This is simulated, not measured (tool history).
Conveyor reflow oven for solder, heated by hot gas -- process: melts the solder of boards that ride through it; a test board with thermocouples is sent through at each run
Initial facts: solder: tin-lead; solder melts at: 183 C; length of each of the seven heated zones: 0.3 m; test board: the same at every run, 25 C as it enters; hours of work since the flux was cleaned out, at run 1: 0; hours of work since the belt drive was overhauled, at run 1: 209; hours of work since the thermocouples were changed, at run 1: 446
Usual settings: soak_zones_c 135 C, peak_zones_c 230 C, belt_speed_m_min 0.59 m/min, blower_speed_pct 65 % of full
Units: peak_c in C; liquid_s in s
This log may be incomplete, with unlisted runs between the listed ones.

run,hour,soak_zones_c,peak_zones_c,belt_speed_m_min,blower_speed_pct,hours of work since the flux was cleaned out,hours of work since the belt drive was overhauled,hours of work since the thermocouples were changed,peak_c,liquid_s
1,0,135,230,0.59,65,0,209,446,207.2,37.1
2,16.6,135,230,0.59,65,13,222,459,207.2,37.1
3,29.6,135,230,0.59,65,22,231,468,207.9,36.7
4,52.9,135,230,0.59,65,40,249,486,206.9,36.5
5,70.5,135,230,0.59,57,53,262,499,204.5,33.3
6,96.6,135,230,0.59,57,73,282,519,204.1,33.4
7,111.7,135,230,0.59,65,84,293,530,207,36.7
8,135.4,135,230,0.59,65,102,311,548,206.7,36.5
9,149.9,135,230,0.59,65,113,322,559,206.5,36.3
10,168.8,127,230,0.59,65,128,337,574,204.9,32.8
11,195.2,127,230,0.59,65,147,357,593,205,32.6
12,213.8,135,230,0.59,65,162,371,607,206.6,36.2
13,230,135,230,0.59,65,174,383,620,206.7,36.4
14,244.8,140,230,0.59,65,185,394,631,207.7,38.7
15,261.4,135,230,0.59,65,198,407,643,206.3,35.5
16,282.7,135,230,0.59,65,214,423,660,206.9,36
17,294.3,135,230,0.621,65,222,431,668,204.5,32.4
18,314.7,146,230,0.59,63,238,447,684,208.2,41.1
19,334.3,134,244,0.618,65,253,462,699,215.2,40.6
20,362.3,141,229,0.487,52,274,483,720,208.9,49.4
21,374.5,135,241,0.59,62,283,492,729,213.6,41.4
22,395.7,137,224,0.553,88,299,508,745,208.9,43.1
23,408.8,130,224,0.569,89,309,518,755,206.7,38.1
24,430,132,224,0.569,54,325,534,771,197.4,26.8
25,446.9,132,231,0.519,62,338,547,784,208.9,43.7
26,474.5,132,231,0.519,62,359,568,805,209.2,43.6
27,503,124,228,0.59,65,380,589,826,201,28.2
28,520.7,124,228,0.59,65,393,603,839,201.1,28.1
29,547.6,136,230,0.5,69,414,623,860,211.7,50
30,574.7,136,230,0.5,69,434,643,880,212.1,49.2
# hour 590.1: flux residue cleaned out of gas plates and filters
31,595.6,135,239,0.511,73,4,655,892,221.1,55.4

Table of differences, measured result less the result of that run with no hidden state. Run-to-run variation is the same in both. Gauge scatter possibly is not:
The tool's hidden condition here consists of: heat that the gas passes to the board, % of a clean oven's; belt's true speed, % of the reading; true gas temperature in zones 6 and 7 over the reading, C; drift of the gauge itself on peak_c, C; drift of the gauge itself on liquid_s, %.
run,peak_c,liquid_s
1,-1.1,-0.8
2,-1.2,-0.9
3,-1.2,-1
4,-1.3,-1
5,-1.3,-1.1
6,-1.5,-1.3
7,-1.5,-1.2
8,-1.7,-1.3
9,-1.8,-1.4
10,-1.8,-1.6
11,-2,-1.7
12,-2,-1.6
13,-2.1,-1.7
14,-2.1,-1.6
15,-2.2,-1.8
16,-2.2,-1.9
17,-2.3,-2
18,-2.3,-1.8
19,-2.7,-1.6
20,-2.4,-2.1
21,-2.7,-1.8
22,-2.9,-2.2
23,-3,-2.5
24,-2.7,-3.2
25,-2.9,-2.4
26,-3.1,-2.5
27,-3.3,-3.3
28,-3.4,-3.3
29,-3.4,-2.5
30,-3.5,-2.6
31,-2.1,-0.6
